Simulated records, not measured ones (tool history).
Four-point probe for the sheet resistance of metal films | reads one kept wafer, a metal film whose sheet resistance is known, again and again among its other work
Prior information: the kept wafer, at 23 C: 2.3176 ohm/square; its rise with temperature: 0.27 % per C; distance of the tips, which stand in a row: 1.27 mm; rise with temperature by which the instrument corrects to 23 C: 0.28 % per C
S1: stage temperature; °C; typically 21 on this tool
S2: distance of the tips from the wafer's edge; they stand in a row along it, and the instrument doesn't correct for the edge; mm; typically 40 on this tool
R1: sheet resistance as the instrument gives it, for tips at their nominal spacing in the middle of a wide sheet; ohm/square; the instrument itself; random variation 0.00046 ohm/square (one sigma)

| run | hour | S1 | S2 | R1 |
|---|---|---|---|---|
| 1 | 0.0 | 21 | 40 | 2.328790 |
| 2 | 54.6 | 21 | 4 | 2.448047 |
| 3 | 99.2 | 21 | 40 | 2.330172 |
| 4 | 152.4 | 21 | 40 | 2.330747 |
| 5 | 212.2 | 21 | 40 | 2.331274 |
| 6 | 260.0 | 21 | 40 | 2.331755 |
| 7 | 303.5 | 21 | 40 | 2.332965 |
| 8 | 336.2 | 21 | 40 | 2.332328 |
| 9 | 379.5 | 21 | 40 | 2.332203 |
| 10 | 434.3 | 21 | 40 | 2.332666 |
| 11 | 466.2 | 21 | 40 | 2.333991 |
| 12 | 491.5 | 21 | 40 | 2.334474 |
| 13 | 530.1 | 33 | 24 | 2.334349 |
| 14 | 571.7 | 24 | 56 | 2.332616 |
| 15 | 617.5 | 22 | 42 | 2.333691 |

Measured minus without-hidden-state, run by run (identical run-to-run variation in each term; gauge scatter may differ):
What the log doesn't record here: inner tips' distance over the nominal, %; tips' flats over new ones', %; wafer's true temperature over the reading, C; drift of the gauge itself on sheet_ohm, %.
| run | R1 |
|---|---|
| 1 | +0.010146 |
| 2 | +0.011133 |
| 3 | +0.010996 |
| 4 | +0.011478 |
| 5 | +0.012025 |
| 6 | +0.012472 |
| 7 | +0.012854 |
| 8 | +0.013143 |
| 9 | +0.013521 |
| 10 | +0.013984 |
| 11 | +0.014240 |
| 12 | +0.014472 |
| 13 | +0.014860 |
| 14 | +0.015192 |
| 15 | +0.015611 |
